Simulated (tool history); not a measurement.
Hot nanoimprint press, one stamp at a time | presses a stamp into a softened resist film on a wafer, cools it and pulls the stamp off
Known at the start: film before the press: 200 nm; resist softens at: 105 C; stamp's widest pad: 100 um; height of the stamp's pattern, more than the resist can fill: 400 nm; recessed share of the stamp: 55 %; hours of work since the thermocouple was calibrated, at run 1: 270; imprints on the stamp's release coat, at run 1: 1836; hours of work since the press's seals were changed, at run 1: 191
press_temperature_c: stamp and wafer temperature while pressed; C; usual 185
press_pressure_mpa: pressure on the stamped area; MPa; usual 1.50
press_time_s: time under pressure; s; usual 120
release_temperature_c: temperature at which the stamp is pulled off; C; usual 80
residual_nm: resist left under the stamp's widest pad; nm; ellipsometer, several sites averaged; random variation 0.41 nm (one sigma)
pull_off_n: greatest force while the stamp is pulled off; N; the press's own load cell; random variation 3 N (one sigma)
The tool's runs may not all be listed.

run,hour,press_temperature_c,press_pressure_mpa,press_time_s,release_temperature_c,hours of work since the thermocouple was calibrated,imprints on the stamp's release coat,hours of work since the press's seals were changed,residual_nm,pull_off_n
1,0.0,185,1.50,120,80,270,1836,191,75.4,233
2,15.1,185,1.50,120,80,280,1869,202,75.6,241
3,30.5,185,1.50,120,80,291,1903,213,75.6,242
4,38.4,185,1.50,120,80,297,1920,218,74.9,242
5,52.6,185,1.50,120,80,307,1950,229,74.7,248
6,65.2,185,1.50,116,80,316,1978,238,76.9,243
7,74.4,185,1.50,116,80,323,1998,244,77.2,251
8,90.5,179,1.50,120,80,334,2033,256,90.7,248
# hour 94.4: plate thermocouple calibrated
9,105.7,179,1.50,120,80,8,2059,264,91.4,249
10,115.1,179,1.50,120,80,15,2080,271,91.2,257
11,129.7,179,1.50,120,80,25,2111,282,91.6,258
# hour 133.5: plate thermocouple calibrated, once more
12,149.1,185,1.50,120,80,11,2147,293,73.1,264
13,161.4,185,1.50,120,80,20,2173,302,73.8,258
14,176.7,193,1.05,120,80,31,2207,313,70.8,256
# hour 188.2: stamp cleaned and given a new release coat
15,194.4,187,1.05,120,72,39,13,321,82.8,156
16,205.6,192,1.66,120,80,47,37,329,56.9,143
17,216.7,177,1.30,120,68,55,61,337,101.1,165
18,225.0,180,1.55,120,68,61,79,343,84.4,173
19,233.2,180,1.55,120,68,67,97,349,84.5,176
20,242.0,180,1.55,120,68,73,116,355,84.7,174
21,254.0,185,1.37,91,68,82,142,364,86.4,176
22,261.1,185,1.37,91,68,87,158,369,85.7,174
23,275.8,185,2.34,218,80,97,190,379,46.9,151
24,284.3,185,1.66,120,86,103,208,386,70.8,134
25,297.5,185,1.66,120,86,113,237,395,70.6,141
26,305.9,185,1.66,71,86,119,255,401,86.7,135

5 ways to go on from here, each from the tool as it stands after run 26. What would each give?
A,315.8,185,1.50,89,80,126,276,408,?,?
B,315.8,193,0.99,205,80,126,276,408,?,?
C,315.8,177,1.66,208,81,126,276,408,?,?
D,315.8,185,1.66,71,86,126,276,408,?,?
E,315.8,185,1.66,92,86,126,276,408,?,?

run,residual_nm,pull_off_n
A,83.0,153
B,59.0,153
C,73.2,151
D,85.9,141
E,77.5,143
Without the tool's hidden state the same runs would have given:
run,residual_nm,pull_off_n
A,81.5,139
B,58.0,139
C,71.7,137
D,84.3,128
E,76.0,130
